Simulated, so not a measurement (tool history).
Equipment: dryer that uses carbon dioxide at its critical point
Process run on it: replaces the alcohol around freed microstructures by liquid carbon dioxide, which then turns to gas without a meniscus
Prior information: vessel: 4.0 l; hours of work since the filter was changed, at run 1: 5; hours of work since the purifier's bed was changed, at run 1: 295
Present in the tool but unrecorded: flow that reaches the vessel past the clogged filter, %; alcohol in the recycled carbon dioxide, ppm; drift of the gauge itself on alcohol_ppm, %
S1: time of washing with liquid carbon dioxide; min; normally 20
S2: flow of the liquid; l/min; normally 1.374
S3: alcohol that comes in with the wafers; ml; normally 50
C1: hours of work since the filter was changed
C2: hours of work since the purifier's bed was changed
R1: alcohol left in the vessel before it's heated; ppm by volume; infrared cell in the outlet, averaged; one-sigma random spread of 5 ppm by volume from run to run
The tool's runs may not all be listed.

run,hour,S1,S2,S3,C1,C2,R1
1,0.0,20,1.374,50,5,295,88
2,8.6,20,1.374,50,11,302,86
3,20.3,20,1.320,50,20,311,109
4,28.4,20,1.320,50,27,317,112
5,36.8,20,1.320,50,33,323,104
6,50.7,20,1.320,50,44,334,105
7,60.9,20,1.320,50,52,342,105
8,71.3,20,1.320,50,60,350,101
9,78.0,20,1.320,50,65,355,109
10,88.0,20,1.320,50,73,363,112
11,103.7,20,1.374,77,85,375,123
12,113.7,20,1.374,50,92,383,112
13,122.5,20,1.374,49,99,390,115
14,135.1,20,1.374,49,109,400,110
15,141.7,27,2.280,68,114,405,84
16,156.5,16,1.400,92,126,416,280
17,164.3,13,1.970,96,132,422,192
18,178.2,23,0.980,31,142,433,154
19,189.9,14,1.350,40,151,442,273
20,203.0,26,1.920,37,162,452,97
21,217.1,30,0.900,90,172,463,175
22,225.2,30,0.900,90,179,469,160
23,237.0,14,1.180,64,188,478,589
24,243.6,20,0.890,25,193,483,239
25,253.2,20,0.890,25,200,491,245

Selected run-to-run steps in R1, each split into two signed amounts: the part the tool would show with no hidden state at all (from settings, incoming material and random variation), and the remainder, which goes to the hidden state together with any gauge scatter not common to the measured and the hidden-state-free results:
Run 22 -> 23: S1 30 -> 14, S2 0.900 -> 1.180, S3 90 -> 64. R1 +429 ppm by volume: hidden state +69, all else +360.
Run 23 -> 24: S1 14 -> 20, S2 1.180 -> 0.890, S3 64 -> 25. R1 -350 ppm by volume: hidden state -54, all else -296.
